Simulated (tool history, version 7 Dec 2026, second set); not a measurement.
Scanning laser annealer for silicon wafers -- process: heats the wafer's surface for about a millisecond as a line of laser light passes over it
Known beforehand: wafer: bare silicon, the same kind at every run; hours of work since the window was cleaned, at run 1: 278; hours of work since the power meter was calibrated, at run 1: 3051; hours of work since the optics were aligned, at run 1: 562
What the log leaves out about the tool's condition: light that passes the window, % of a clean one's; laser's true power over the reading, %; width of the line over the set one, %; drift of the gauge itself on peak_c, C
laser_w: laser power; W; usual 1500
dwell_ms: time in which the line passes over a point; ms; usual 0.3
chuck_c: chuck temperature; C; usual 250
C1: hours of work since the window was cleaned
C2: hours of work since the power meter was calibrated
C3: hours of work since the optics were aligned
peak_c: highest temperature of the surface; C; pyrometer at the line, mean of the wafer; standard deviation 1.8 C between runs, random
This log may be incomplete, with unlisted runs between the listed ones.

Run 1, day 0: usual settings; C1 278; C2 3051; C3 562. Result: peak_c 1014 C.
Run 2, day 3.921: usual settings; C1 350; C2 3123; C3 634. Result: peak_c 1013 C.
At day 5.654: window over the wafer cleaned.
Run 3, day 6.938: usual settings but laser_w 1291 W; C1 23; C2 3176; C3 687. Result: peak_c 912 C.
Run 4, day 10.483: usual settings but laser_w 1291 W; C1 88; C2 3241; C3 752. Result: peak_c 903 C.
Run 5, day 12.808: usual settings but laser_w 1291 W; C1 131; C2 3284; C3 795. Result: peak_c 900 C.
Run 6, day 16.083: usual settings but laser_w 1291 W; C1 191; C2 3344; C3 855. Result: peak_c 894 C.
Run 7, day 18.304: usual settings but laser_w 1291 W; C1 232; C2 3385; C3 896. Result: peak_c 893 C.
At day 21.288: optics aligned, line set to its width.
Run 8, day 22.088: usual settings but laser_w 1291 W; C1 297; C2 3450; C3 15. Result: peak_c 903 C.
Run 9, day 25.158: usual settings; C1 353; C2 3506; C3 71. Result: peak_c 1013 C.
At day 26.833: window over the wafer cleaned.
Run 10, day 28.604: usual settings but chuck_c 219 C; C1 32; C2 3568; C3 133. Result: peak_c 1002 C.
Run 11, day 31.088: usual settings but chuck_c 219 C; C1 78; C2 3614; C3 178. Result: peak_c 997 C.
Run 12, day 35.088: usual settings but laser_w 1411 W; C1 151; C2 3687; C3 251. Result: peak_c 974 C.
Run 13, day 38.821: usual settings but laser_w 1411 W; C1 220; C2 3755; C3 320. Result: peak_c 968 C.
Run 14, day 40.529: usual settings but dwell_ms 0.213 ms; C1 251; C2 3787; C3 351. Result: peak_c 895 C.
Run 15, day 44.162: usual settings but dwell_ms 0.213 ms; C1 317; C2 3853; C3 418. Result: peak_c 888 C.
Run 16, day 46.062: usual settings; C1 352; C2 3888; C3 452. Result: peak_c 1007 C.
At day 47.779: window over the wafer cleaned.
Run 17, day 49.925: usual settings but dwell_ms 0.363 ms; C1 39; C2 3957; C3 522. Result: peak_c 1100 C.
Run 18, day 53.242: usual settings; C1 100; C2 4018; C3 582. Result: peak_c 1020 C.
Run 19, day 56.492: usual settings but dwell_ms 0.224 ms; C1 160; C2 4077; C3 642. Result: peak_c 908 C.
Run 20, day 60.033: usual settings but dwell_ms 0.224 ms; C1 224; C2 4142; C3 707. Result: peak_c 902 C.
Run 21, day 63.625: usual settings but laser_w 1534 W, dwell_ms 0.212 ms, chuck_c 242 C; C1 290; C2 4208; C3 773. Result: peak_c 891 C.
Run 22, day 65.525: usual settings but laser_w 1534 W, dwell_ms 0.216 ms, chuck_c 242 C; C1 325; C2 4243; C3 807. Result: peak_c 894 C.
At day 68.583: window over the wafer cleaned.
Run 23, day 68.583: usual settings but laser_w 1534 W, dwell_ms 0.216 ms, chuck_c 242 C; C1 0; C2 4297; C3 862. Result: peak_c 910 C.
Run 24, day 71.642: usual settings but laser_w 1534 W, dwell_ms 0.216 ms, chuck_c 242 C; C1 56; C2 4353; C3 918. Result: peak_c 906 C.
At day 73.467: optics aligned, line set to its width.
Run 25, day 74.112: usual settings but dwell_ms 0.258 ms; C1 97; C2 4395; C3 12. Result: peak_c 974 C.
Run 26, day 77.85: usual settings but dwell_ms 0.258 ms; C1 166; C2 4463; C3 80. Result: peak_c 970 C.
Run 27, day 79.675: usual settings but dwell_ms 0.225 ms, chuck_c 269 C; C1 199; C2 4497; C3 114. Result: peak_c 936 C.
Run 28, day 83.533: usual settings but laser_w 1320 W, dwell_ms 0.229 ms, chuck_c 285 C; C1 270; C2 4568; C3 184. Result: peak_c 870 C.
Run 29, day 87.621: usual settings but laser_w 1320 W, dwell_ms 0.229 ms, chuck_c 285 C; C1 345; C2 4642; C3 259. Result: peak_c 864 C.
At day 89.742: window over the wafer cleaned.
Run 30, day 90.396: usual settings but laser_w 1586 W, dwell_ms 0.337 ms, chuck_c 270 C; C1 12; C2 4692; C3 309. Result: peak_c 1141 C.
Run 31, day 92.746: usual settings but laser_w 1612 W, dwell_ms 0.243 ms, chuck_c 269 C; C1 55; C2 4735; C3 352. Result: peak_c 1020 C.
Run 32, day 96.1: usual settings but laser_w 1519 W, dwell_ms 0.311 ms, chuck_c 275 C; C1 116; C2 4796; C3 413. Result: peak_c 1069 C.
Run 33, day 98.783: usual settings but laser_w 1457 W, dwell_ms 0.28 ms, chuck_c 216 C; C1 166; C2 4845; C3 462. Result: peak_c 928 C.
Run 34, day 100.929: usual settings but dwell_ms 0.341 ms, chuck_c 267 C; C1 205; C2 4885; C3 502. Result: peak_c 1078 C.
Run 35, day 104.854: usual settings but laser_w 1450 W, dwell_ms 0.347 ms, chuck_c 229 C; C1 277; C2 4957; C3 573. Result: peak_c 1013 C.
Run 36, day 107.058: usual settings but laser_w 1450 W, dwell_ms 0.347 ms, chuck_c 229 C; C1 317; C2 4997; C3 614. Result: peak_c 1008 C.
At day 110.571: window over the wafer cleaned.
Run 37, day 110.842: usual settings but laser_w 1344 W, dwell_ms 0.249 ms; C1 5; C2 5065; C3 682. Result: peak_c 871 C.
Run 38, day 113.762: usual settings but laser_w 1321 W, dwell_ms 0.253 ms, chuck_c 227 C; C1 58; C2 5118; C3 735. Result: peak_c 840 C.
Run 39, day 117.296: usual settings but laser_w 1457 W, dwell_ms 0.264 ms; C1 123; C2 5183; C3 800. Result: peak_c 942 C.
Run 40, day 120.15: usual settings but laser_w 1498 W, chuck_c 241 C; C1 175; C2 5235; C3 852. Result: peak_c 997 C.

Forecast each of these 4 alternatives for the next run:
Run A, day 123.812: usual settings but laser_w 1619 W, dwell_ms 0.233 ms, chuck_c 254 C; C1 243; C2 5302; C3 919. Result: peak_c ?.
Run B, day 123.812: usual settings but laser_w 1437 W, dwell_ms 0.216 ms, chuck_c 230 C; C1 243; C2 5302; C3 919. Result: peak_c ?.
Run C, day 123.812: usual settings but laser_w 1499 W, chuck_c 241 C; C1 243; C2 5302; C3 919. Result: peak_c ?.
Run D, day 123.812: usual settings but laser_w 1510 W, dwell_ms 0.316 ms, chuck_c 258 C; C1 243; C2 5302; C3 919. Result: peak_c ?.

run  peak_c
  A     971
  B     839
  C     994
  D    1034
Take away the tool's hidden state, keep each run's random variation, and the runs would have read:
run  peak_c
  A    1024
  B     884
  C    1049
  D    1091
